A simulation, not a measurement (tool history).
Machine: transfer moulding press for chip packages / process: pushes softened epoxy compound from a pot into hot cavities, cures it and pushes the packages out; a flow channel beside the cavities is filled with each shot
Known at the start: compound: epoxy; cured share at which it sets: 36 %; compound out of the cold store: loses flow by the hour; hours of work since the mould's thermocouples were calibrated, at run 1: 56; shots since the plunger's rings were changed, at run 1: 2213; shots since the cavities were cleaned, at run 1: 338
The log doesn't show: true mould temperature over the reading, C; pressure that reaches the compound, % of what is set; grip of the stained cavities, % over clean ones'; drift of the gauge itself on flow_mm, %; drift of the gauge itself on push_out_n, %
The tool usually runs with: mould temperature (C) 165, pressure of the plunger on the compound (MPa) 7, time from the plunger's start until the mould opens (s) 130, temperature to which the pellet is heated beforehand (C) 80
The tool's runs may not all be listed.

run,hour,mould temperature (C),pressure of the plunger on the compound (MPa),time from the plunger's start until the mould opens (s),temperature to which the pellet is heated beforehand (C),hours of work since the mould's thermocouples were calibrated,shots since the plunger's rings were changed,shots since the cavities were cleaned,incoming compound's hours out of the cold store,length that the compound runs in the flow channel (mm),greatest force on the pins that push the packages out (N)
1,0,165,7,130,80,56,2213,338,17.7,823,479
2,27.9,165,7,130,80,68,2373,498,41.5,716,526
3,50.7,165,7,130,80,77,2504,629,45.6,698,531
# hour 61.9: cavities cleaned with cleaning compound and waxed
4,80.8,165,7,130,80,89,2669,109,44.3,696,451
5,107.7,165,7,130,72,99,2824,264,37.6,708,471
6,124.6,165,7,130,80,106,2921,361,16.5,798,499
7,155.7,165,7,130,80,119,3100,540,44.1,704,526
# hour 182.3: cavities cleaned with cleaning compound and waxed
8,182.3,165,7,130,80,129,3245,0,31.2,746,422
9,204.5,165,7,130,80,138,3372,127,41.5,706,455
10,220.9,165,7,130,80,145,3466,221,44.8,684,474
11,247.3,165,7,130,80,156,3618,373,35.3,736,510
12,283.1,165,7,130,73,170,3825,580,42.5,694,544
# hour 304.8: cavities cleaned with cleaning compound and waxed
13,319.1,165,7,130,73,184,4023,82,31.6,714,436
14,341.3,165,7,130,73,194,4151,210,33.4,722,471
15,373.4,166,7,154,73,207,4336,395,40.5,684,482
16,390.9,166,7,154,70,214,4436,495,38.2,699,502
17,406.3,166,7,154,70,220,4525,584,10.3,810,522
# hour 425.7: cavities cleaned with cleaning compound and waxed
18,438.2,166,7,154,70,232,4700,72,27.5,730,409
19,454,166,7,154,70,239,4791,163,46.1,657,436
20,485.8,166,7,154,70,252,4974,346,29.1,722,481
21,522.7,166,7,111,72,267,5186,558,35.8,699,613
# hour 536.9: plunger's sealing rings changed
# hour 551.1: cavities cleaned with cleaning compound and waxed
22,552.1,166,7,111,72,277,79,5,38.7,757,457
23,584.5,164,7,111,83,290,265,191,33.3,789,572
24,601.3,164,6.18,111,75,297,363,289,47.7,685,547
25,631.9,167,6.62,123,71,310,539,465,36.4,742,528
26,666.8,167,5.67,123,71,324,739,665,21.7,740,559
# hour 673.1: cavities cleaned with cleaning compound and waxed
27,697.2,165,7,115,77,336,906,139,31.7,780,497
28,720.9,160,5.42,151,83,345,1042,275,13.7,767,500

Predict each of these 4 candidate next runs independently; none follows another, all start after run 28:
A,757.4,167,7,137,80,360,1252,485,40.3,?,?
B,757.4,165,7,130,84,360,1252,485,35.3,?,?
C,757.4,159,7,130,73,360,1252,485,40.6,?,?
D,757.4,165,7,130,81,360,1252,485,35.3,?,?

run,length that the compound runs in the flow channel (mm),greatest force on the pins that push the packages out (N)
A,733,505
B,764,527
C,749,669
D,753,516
With the hidden condition removed and each run's random variation left untouched, the same runs would have given:
run,length that the compound runs in the flow channel (mm),greatest force on the pins that push the packages out (N)
A,749,398
B,780,415
C,764,509
D,769,402
